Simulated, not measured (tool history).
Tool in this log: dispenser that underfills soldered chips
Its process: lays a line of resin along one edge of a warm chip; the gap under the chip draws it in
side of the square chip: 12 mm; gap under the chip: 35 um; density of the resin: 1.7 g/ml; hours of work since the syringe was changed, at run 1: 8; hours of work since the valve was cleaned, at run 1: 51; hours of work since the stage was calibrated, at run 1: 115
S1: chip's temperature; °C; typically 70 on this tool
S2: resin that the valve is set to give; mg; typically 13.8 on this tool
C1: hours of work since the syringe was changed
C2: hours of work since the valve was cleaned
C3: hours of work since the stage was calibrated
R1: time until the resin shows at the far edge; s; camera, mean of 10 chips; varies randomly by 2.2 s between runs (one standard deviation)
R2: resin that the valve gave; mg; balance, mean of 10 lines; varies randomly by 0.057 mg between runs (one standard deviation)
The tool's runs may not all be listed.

{"run": 1, "day": 0.0, "S1": 70, "S2": 13.8, "C1": 8, "C2": 51, "C3": 115, "R1": 329.8, "R2": 13.31}
{"day": 0.15, "done": "new syringe of resin"}
{"run": 2, "day": 0.479, "S1": 70, "S2": 13.8, "C1": 5, "C2": 58, "C3": 122, "R1": 285.8, "R2": 13.3}
{"day": 0.812, "done": "new syringe of resin"}
{"run": 3, "day": 0.838, "S1": 70, "S2": 15.0, "C1": 0, "C2": 63, "C3": 127, "R1": 218.7, "R2": 14.37}
{"run": 4, "day": 1.288, "S1": 61, "S2": 15.0, "C1": 7, "C2": 70, "C3": 134, "R1": 440.1, "R2": 14.33}
{"day": 1.471, "done": "new syringe of resin"}
{"day": 1.512, "done": "dispensing valve cleaned and set on the balance"}
{"run": 5, "day": 1.679, "S1": 70, "S2": 13.8, "C1": 3, "C2": 3, "C3": 139, "R1": 245.2, "R2": 13.86}
{"run": 6, "day": 1.975, "S1": 70, "S2": 13.8, "C1": 7, "C2": 7, "C3": 144, "R1": 315.4, "R2": 13.79}
{"day": 2.188, "done": "new syringe of resin"}
{"run": 7, "day": 2.388, "S1": 70, "S2": 13.8, "C1": 3, "C2": 13, "C3": 150, "R1": 254.7, "R2": 13.76}
{"run": 8, "day": 2.758, "S1": 70, "S2": 13.8, "C1": 9, "C2": 19, "C3": 155, "R1": 344.6, "R2": 13.87}
{"day": 2.838, "done": "new syringe of resin"}
{"run": 9, "day": 3.129, "S1": 73, "S2": 13.8, "C1": 4, "C2": 24, "C3": 161, "R1": 244.7, "R2": 13.81}
{"day": 3.512, "done": "new syringe of resin"}
{"run": 10, "day": 3.596, "S1": 70, "S2": 17.5, "C1": 1, "C2": 31, "C3": 168, "R1": 227.2, "R2": 17.44}
{"run": 11, "day": 3.95, "S1": 70, "S2": 17.4, "C1": 7, "C2": 37, "C3": 173, "R1": 297.1, "R2": 17.21}
{"day": 4.162, "done": "new syringe of resin"}
{"run": 12, "day": 4.471, "S1": 70, "S2": 17.4, "C1": 5, "C2": 45, "C3": 181, "R1": 270.5, "R2": 17.02}
{"day": 4.825, "done": "new syringe of resin"}
{"run": 13, "day": 4.933, "S1": 70, "S2": 15.1, "C1": 2, "C2": 52, "C3": 188, "R1": 235.2, "R2": 14.72}
{"run": 14, "day": 5.404, "S1": 70, "S2": 15.1, "C1": 9, "C2": 59, "C3": 195, "R1": 343.9, "R2": 14.55}
{"day": 5.475, "done": "new syringe of resin"}
{"run": 15, "day": 5.767, "S1": 70, "S2": 15.1, "C1": 5, "C2": 64, "C3": 201, "R1": 269.1, "R2": 14.65}
{"day": 6.138, "done": "new syringe of resin"}
{"run": 16, "day": 6.275, "S1": 70, "S2": 15.1, "C1": 2, "C2": 72, "C3": 208, "R1": 243.4, "R2": 14.51}
{"day": 6.408, "done": "dispensing valve cleaned and set on the balance"}
{"run": 17, "day": 6.725, "S1": 70, "S2": 15.1, "C1": 8, "C2": 5, "C3": 215, "R1": 333.4, "R2": 15.09}
{"day": 6.842, "done": "new syringe of resin"}
{"run": 18, "day": 7.062, "S1": 64, "S2": 13.7, "C1": 3, "C2": 10, "C3": 220, "R1": 318.5, "R2": 13.49}
{"run": 19, "day": 7.45, "S1": 80, "S2": 12.7, "C1": 9, "C2": 16, "C3": 225, "R1": 254.2, "R2": 12.5}
{"day": 7.496, "done": "new syringe of resin"}
{"run": 20, "day": 7.692, "S1": 59, "S2": 17.7, "C1": 3, "C2": 19, "C3": 229, "R1": 378.6, "R2": 17.37}
{"run": 21, "day": 8.104, "S1": 66, "S2": 12.6, "C1": 9, "C2": 26, "C3": 235, "R1": 413.2, "R2": 12.42}
{"day": 8.158, "done": "new syringe of resin"}
{"run": 22, "day": 8.333, "S1": 77, "S2": 14.5, "C1": 3, "C2": 29, "C3": 239, "R1": 193.9, "R2": 14.24}
{"run": 23, "day": 8.767, "S1": 72, "S2": 16.6, "C1": 9, "C2": 36, "C3": 245, "R1": 327.7, "R2": 16.12}
{"day": 8.804, "done": "new syringe of resin"}
{"run": 24, "day": 8.996, "S1": 72, "S2": 16.6, "C1": 3, "C2": 39, "C3": 249, "R1": 229.1, "R2": 16.21}
{"run": 25, "day": 9.225, "S1": 72, "S2": 16.6, "C1": 6, "C2": 42, "C3": 252, "R1": 282.0, "R2": 16.22}
{"day": 9.446, "done": "new syringe of resin"}
{"run": 26, "day": 9.554, "S1": 72, "S2": 16.6, "C1": 2, "C2": 47, "C3": 257, "R1": 211.1, "R2": 16.2}
{"run": 27, "day": 9.946, "S1": 72, "S2": 16.6, "C1": 8, "C2": 53, "C3": 263, "R1": 296.1, "R2": 15.96}
{"day": 10.096, "done": "new syringe of resin"}
{"run": 28, "day": 10.342, "S1": 59, "S2": 17.3, "C1": 4, "C2": 59, "C3": 269, "R1": 376.9, "R2": 16.71}
{"run": 29, "day": 10.688, "S1": 85, "S2": 16.9, "C1": 9, "C2": 64, "C3": 274, "R1": 206.7, "R2": 16.16}
{"day": 10.746, "done": "new syringe of resin"}
{"run": 30, "day": 11.038, "S1": 68, "S2": 12.1, "C1": 4, "C2": 70, "C3": 279, "R1": 300.9, "R2": 11.63}
{"day": 11.3, "done": "dispensing valve cleaned and set on the balance"}
{"run": 31, "day": 11.388, "S1": 82, "S2": 13.8, "C1": 9, "C2": 1, "C3": 284, "R1": 231.2, "R2": 13.81}
{"day": 11.442, "done": "new syringe of resin"}
{"run": 32, "day": 11.921, "S1": 56, "S2": 14.7, "C1": 7, "C2": 9, "C3": 292, "R1": 517.5, "R2": 14.64}
{"day": 12.092, "done": "new syringe of resin"}
{"run": 33, "day": 12.312, "S1": 69, "S2": 14.1, "C1": 3, "C2": 15, "C3": 298, "R1": 262.3, "R2": 14.01}

Alternative continuations, all from the tool just after run 33; predict every row:
{"run": "A", "day": 12.558, "S1": 65, "S2": 17.1, "C1": 7, "C2": 19, "C3": 302, "R1": "?", "R2": "?"}
{"run": "B", "day": 12.558, "S1": 72, "S2": 13.9, "C1": 7, "C2": 19, "C3": 302, "R1": "?", "R2": "?"}
{"run": "C", "day": 12.558, "S1": 65, "S2": 14.8, "C1": 7, "C2": 19, "C3": 302, "R1": "?", "R2": "?"}
{"run": "D", "day": 12.558, "S1": 64, "S2": 17.4, "C1": 7, "C2": 19, "C3": 302, "R1": "?", "R2": "?"}
{"run": "E", "day": 12.558, "S1": 63, "S2": 14.0, "C1": 7, "C2": 19, "C3": 302, "R1": "?", "R2": "?"}

run=A R1=376.6 R2=16.88
run=B R1=288.7 R2=13.72
run=C R1=365.1 R2=14.52
run=D R1=376.3 R2=17.24
run=E R1=403.8 R2=13.70
The same runs, with their run-to-run variation unchanged, on a tool lacking any hidden condition would have given:
run=A R1=262.7 R2=17.11
run=B R1=200.9 R2=13.90
run=C R1=254.3 R2=14.71
run=D R1=262.3 R2=17.47
run=E R1=281.2 R2=13.88
